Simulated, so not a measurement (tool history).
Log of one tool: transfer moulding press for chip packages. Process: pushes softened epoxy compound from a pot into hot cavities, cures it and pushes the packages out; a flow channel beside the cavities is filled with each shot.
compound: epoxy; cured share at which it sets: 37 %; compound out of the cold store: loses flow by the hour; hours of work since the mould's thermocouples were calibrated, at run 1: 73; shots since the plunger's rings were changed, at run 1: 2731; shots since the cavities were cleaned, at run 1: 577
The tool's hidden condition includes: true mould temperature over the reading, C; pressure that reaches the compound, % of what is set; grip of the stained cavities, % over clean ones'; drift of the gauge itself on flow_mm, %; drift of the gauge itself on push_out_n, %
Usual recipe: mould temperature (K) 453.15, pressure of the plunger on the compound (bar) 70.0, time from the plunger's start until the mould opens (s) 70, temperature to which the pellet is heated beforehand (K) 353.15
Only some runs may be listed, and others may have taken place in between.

| run | hour | mould temperature (K) | pressure of the plunger on the compound (bar) | time from the plunger's start until the mould opens (s) | temperature to which the pellet is heated beforehand (K) | hours of work since the mould's thermocouples were calibrated | shots since the plunger's rings were changed | shots since the cavities were cleaned | incoming compound's hours out of the cold store | length that the compound runs in the flow channel (mm) | greatest force on the pins that push the packages out (N) |
|---|---|---|---|---|---|---|---|---|---|---|---|
| 1 | 0.0 | 453.15 | 70.0 | 70 | 353.15 | 73 | 2731 | 577 | 20.3 | 871 | 788 |
| 2 | 6.6 | 453.15 | 70.0 | 70 | 353.15 | 77 | 2810 | 656 | 24.0 | 848 | 831 |
| 3 | 18.5 | 453.15 | 70.0 | 70 | 353.15 | 83 | 2951 | 797 | 45.3 | 802 | 847 |
| 4 | 24.8 | 453.15 | 70.0 | 78 | 353.15 | 86 | 3026 | 872 | 46.1 | 801 | 698 |
| 5 | 36.8 | 453.15 | 70.0 | 78 | 353.15 | 92 | 3169 | 1015 | 9.9 | 892 | 736 |
|  | 41.7 | cavities cleaned with cleaning compound and waxed |
| 6 | 49.7 | 453.15 | 70.0 | 78 | 353.15 | 97 | 3304 | 95 | 20.4 | 850 | 553 |
| 7 | 55.4 | 460.15 | 70.0 | 70 | 353.15 | 100 | 3371 | 162 | 38.7 | 804 | 520 |
| 8 | 68.3 | 460.15 | 70.0 | 70 | 353.15 | 107 | 3526 | 317 | 10.7 | 858 | 583 |
| 9 | 80.7 | 460.15 | 70.0 | 70 | 353.15 | 113 | 3673 | 464 | 46.9 | 782 | 597 |
| 10 | 90.1 | 453.15 | 70.0 | 80 | 353.15 | 118 | 3785 | 576 | 38.3 | 814 | 656 |
| 11 | 96.7 | 453.15 | 70.0 | 80 | 353.15 | 121 | 3863 | 654 | 25.0 | 846 | 666 |
| 12 | 109.2 | 453.15 | 70.0 | 70 | 353.15 | 127 | 4012 | 803 | 20.0 | 846 | 852 |
| 13 | 122.2 | 453.15 | 70.0 | 70 | 353.15 | 134 | 4167 | 958 | 39.5 | 804 | 807 |
|  | 132.0 | cavities cleaned with cleaning compound and waxed |
| 14 | 134.9 | 453.15 | 70.0 | 70 | 353.15 | 139 | 4300 | 35 | 43.1 | 791 | 589 |
| 15 | 145.1 | 446.15 | 70.0 | 70 | 353.15 | 144 | 4420 | 155 | 19.1 | 885 | 1121 |
| 16 | 157.5 | 450.15 | 59.7 | 57 | 345.15 | 151 | 4568 | 303 | 28.1 | 780 | 1373 |
| 17 | 166.6 | 453.15 | 57.3 | 76 | 350.15 | 155 | 4677 | 412 | 24.8 | 759 | 664 |
| 18 | 172.6 | 453.15 | 78.8 | 90 | 343.15 | 158 | 4748 | 483 | 26.3 | 880 | 592 |
| 19 | 183.6 | 453.15 | 78.8 | 62 | 349.15 | 164 | 4879 | 614 | 10.1 | 927 | 1102 |
| 20 | 196.5 | 460.15 | 52.6 | 56 | 359.15 | 170 | 5032 | 767 | 10.9 | 734 | 850 |
| 21 | 204.2 | 458.15 | 55.3 | 51 | 363.15 | 174 | 5124 | 859 | 22.5 | 722 | 1172 |
|  | 212.4 | plunger's sealing rings changed |
| 22 | 219.3 | 458.15 | 71.1 | 51 | 360.15 | 180 | 82 | 1009 | 40.7 | 848 | 1177 |
|  | 224.5 | cavities cleaned with cleaning compound and waxed |
| 23 | 228.1 | 458.15 | 71.1 | 51 | 360.15 | 184 | 168 | 42 | 29.0 | 876 | 850 |
| 24 | 239.1 | 451.15 | 72.2 | 69 | 360.15 | 189 | 299 | 173 | 15.9 | 922 | 797 |
| 25 | 251.9 | 451.15 | 72.2 | 69 | 360.15 | 196 | 451 | 325 | 29.7 | 873 | 873 |
| 26 | 260.3 | 460.15 | 63.9 | 101 | 344.15 | 200 | 552 | 426 | 18.2 | 835 | 549 |
| 27 | 269.1 | 460.15 | 54.5 | 101 | 344.15 | 205 | 656 | 530 | 12.1 | 785 | 561 |
| 28 | 282.0 | 460.15 | 54.5 | 101 | 344.15 | 211 | 809 | 683 | 14.4 | 783 | 599 |
| 29 | 290.1 | 460.15 | 54.5 | 101 | 344.15 | 215 | 906 | 780 | 38.0 | 726 | 625 |

Results for each run, recomputed without the tool's hidden state and with each run's random variation untouched:
| run | length that the compound runs in the flow channel (mm) | greatest force on the pins that push the packages out (N) |
|---|---|---|
| 1 | 903 | 576 |
| 2 | 881 | 595 |
| 3 | 834 | 594 |
| 4 | 835 | 483 |
| 5 | 931 | 504 |
| 6 | 888 | 495 |
| 7 | 841 | 442 |
| 8 | 899 | 455 |
| 9 | 822 | 440 |
| 10 | 856 | 474 |
| 11 | 890 | 474 |
| 12 | 893 | 597 |
| 13 | 850 | 555 |
| 14 | 837 | 567 |
| 15 | 938 | 976 |
| 16 | 828 | 1097 |
| 17 | 808 | 505 |
| 18 | 937 | 440 |
| 19 | 989 | 800 |
| 20 | 784 | 602 |
| 21 | 772 | 822 |
| 22 | 851 | 816 |
| 23 | 881 | 814 |
| 24 | 928 | 683 |
| 25 | 880 | 692 |
| 26 | 842 | 411 |
| 27 | 793 | 408 |
| 28 | 792 | 423 |
| 29 | 735 | 436 |
